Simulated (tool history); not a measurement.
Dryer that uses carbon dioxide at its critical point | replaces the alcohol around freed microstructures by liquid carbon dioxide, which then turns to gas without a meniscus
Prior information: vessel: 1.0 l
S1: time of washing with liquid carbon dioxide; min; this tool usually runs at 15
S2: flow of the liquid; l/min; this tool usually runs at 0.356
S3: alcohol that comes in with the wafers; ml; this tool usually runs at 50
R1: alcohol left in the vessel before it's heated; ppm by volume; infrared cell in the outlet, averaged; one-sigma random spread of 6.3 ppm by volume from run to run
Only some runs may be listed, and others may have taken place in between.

run	day	S1	S2	S3	R1
1	0.000	15	0.356	50	279
2	0.425	15	0.356	23	138
3	1.212	15	0.356	69	408
4	1.717	15	0.356	69	412
5	2.154	15	0.356	50	294
6	2.654	15	0.356	50	308
7	3.188	15	0.356	50	321
8	4.079	15	0.356	50	312
9	4.492	15	0.356	50	317
10	5.262	11	0.356	50	1216
11	5.958	11	0.356	61	1531
12	6.858	11	0.356	61	1564

Predict the results of run 13:
13	7.404	16	0.422	119	?

{"run 13": {"R1": 224}}
Minus the tool's unlogged condition, the same run would have read R1 145 ppm by volume.
